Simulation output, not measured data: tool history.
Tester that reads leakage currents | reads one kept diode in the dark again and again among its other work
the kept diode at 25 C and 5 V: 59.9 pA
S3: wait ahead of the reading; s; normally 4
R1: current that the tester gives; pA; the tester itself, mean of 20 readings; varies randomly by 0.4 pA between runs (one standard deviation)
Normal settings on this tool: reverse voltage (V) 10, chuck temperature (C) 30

Run 1, day 0: usual settings. Result: R1 165.82 pA.
Run 2, day 1.242: usual settings. Result: R1 165.52 pA.
Run 3, day 2.879: usual settings but reverse voltage (V) 1.1. Result: R1 51.49 pA.
Run 4, day 5.092: usual settings but reverse voltage (V) 1.1. Result: R1 52.3 pA.
Run 5, day 7.508: usual settings. Result: R1 169.36 pA.
Run 6, day 9.538: usual settings. Result: R1 170.06 pA.
Run 7, day 11.367: usual settings but S3 0.91 s. Result: R1 174.45 pA.
Run 8, day 13.388: usual settings but S3 0.91 s. Result: R1 175.54 pA.
Run 9, day 14.479: usual settings but reverse voltage (V) 3, S3 2.84 s. Result: R1 90.36 pA.
Run 10, day 16.154: usual settings but reverse voltage (V) 3, S3 2.84 s. Result: R1 90.69 pA.
Run 11, day 17.7: usual settings but reverse voltage (V) 3, chuck temperature (C) 20, S3 2.84 s. Result: R1 40.66 pA.
Run 12, day 19.638: usual settings but reverse voltage (V) 3, chuck temperature (C) 31, S3 0.43 s. Result: R1 101.83 pA.
Run 13, day 20.996: usual settings but reverse voltage (V) 3, chuck temperature (C) 31, S3 0.43 s. Result: R1 101.98 pA.

Alternative continuations, all from the tool just after run 13; predict every row:
Run A, day 22.367: usual settings but reverse voltage (V) 2.8, chuck temperature (C) 31, S3 1.83 s. Result: R1 ?.
Run B, day 22.367: usual settings but reverse voltage (V) 1.3, chuck temperature (C) 26. Result: R1 ?.
Run C, day 22.367: usual settings but reverse voltage (V) 2, chuck temperature (C) 34, S3 1.94 s. Result: R1 ?.

run      R1
  A   96.66
  B   42.63
  C  103.94
With the hidden condition removed and each run's random variation left untouched, the same runs would have given:
run     R1
  A   78.9
  B  34.49
  C  87.33
